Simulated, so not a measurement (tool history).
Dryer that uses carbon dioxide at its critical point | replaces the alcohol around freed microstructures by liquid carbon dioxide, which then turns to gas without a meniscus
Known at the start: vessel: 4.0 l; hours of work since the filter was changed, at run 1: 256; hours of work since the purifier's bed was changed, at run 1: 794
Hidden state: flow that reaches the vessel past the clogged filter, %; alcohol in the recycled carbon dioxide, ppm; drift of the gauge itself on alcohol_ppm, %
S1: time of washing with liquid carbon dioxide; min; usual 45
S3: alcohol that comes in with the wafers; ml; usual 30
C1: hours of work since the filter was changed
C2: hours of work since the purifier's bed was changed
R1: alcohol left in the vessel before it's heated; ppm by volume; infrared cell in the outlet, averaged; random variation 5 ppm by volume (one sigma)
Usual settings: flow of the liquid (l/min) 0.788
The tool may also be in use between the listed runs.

{"run": 1, "day": 0.0, "S1": 45, "flow of the liquid (l/min)": 0.788, "S3": 30, "C1": 256, "C2": 794, "R1": 184}
{"run": 2, "day": 1.788, "S1": 45, "flow of the liquid (l/min)": 0.788, "S3": 30, "C1": 281, "C2": 819, "R1": 199}
{"run": 3, "day": 3.558, "S1": 45, "flow of the liquid (l/min)": 0.788, "S3": 30, "C1": 305, "C2": 843, "R1": 196}
{"run": 4, "day": 4.871, "S1": 45, "flow of the liquid (l/min)": 0.788, "S3": 29, "C1": 323, "C2": 861, "R1": 211}
{"run": 5, "day": 6.579, "S1": 45, "flow of the liquid (l/min)": 0.788, "S3": 29, "C1": 347, "C2": 884, "R1": 208}
{"run": 6, "day": 7.521, "S1": 45, "flow of the liquid (l/min)": 0.788, "S3": 29, "C1": 360, "C2": 897, "R1": 216}
{"day": 8.683, "done": "inlet filter changed"}
{"run": 7, "day": 8.767, "S1": 45, "flow of the liquid (l/min)": 0.788, "S3": 29, "C1": 1, "C2": 914, "R1": 213}
{"run": 8, "day": 10.35, "S1": 27, "flow of the liquid (l/min)": 0.825, "S3": 30, "C1": 23, "C2": 936, "R1": 294}
{"run": 9, "day": 11.971, "S1": 45, "flow of the liquid (l/min)": 0.537, "S3": 30, "C1": 45, "C2": 958, "R1": 282}
{"run": 10, "day": 13.438, "S1": 45, "flow of the liquid (l/min)": 0.537, "S3": 30, "C1": 65, "C2": 978, "R1": 292}
{"run": 11, "day": 14.375, "S1": 63, "flow of the liquid (l/min)": 0.577, "S3": 30, "C1": 78, "C2": 991, "R1": 228}
{"run": 12, "day": 15.696, "S1": 68, "flow of the liquid (l/min)": 0.948, "S3": 56, "C1": 96, "C2": 1009, "R1": 227}

Forecast each of these 3 alternatives for the next run:
{"run": "A", "day": 16.8, "S1": 36, "flow of the liquid (l/min)": 0.577, "S3": 20, "C1": 111, "C2": 1024, "R1": "?"}
{"run": "B", "day": 16.8, "S1": 42, "flow of the liquid (l/min)": 0.579, "S3": 31, "C1": 111, "C2": 1024, "R1": "?"}
{"run": "C", "day": 16.8, "S1": 45, "flow of the liquid (l/min)": 0.593, "S3": 30, "C1": 111, "C2": 1024, "R1": "?"}

run=A R1=325
run=B R1=309
run=C R1=276
Without the tool's hidden state the same runs would have given:
run=A R1=94
run=B R1=79
run=C R1=48
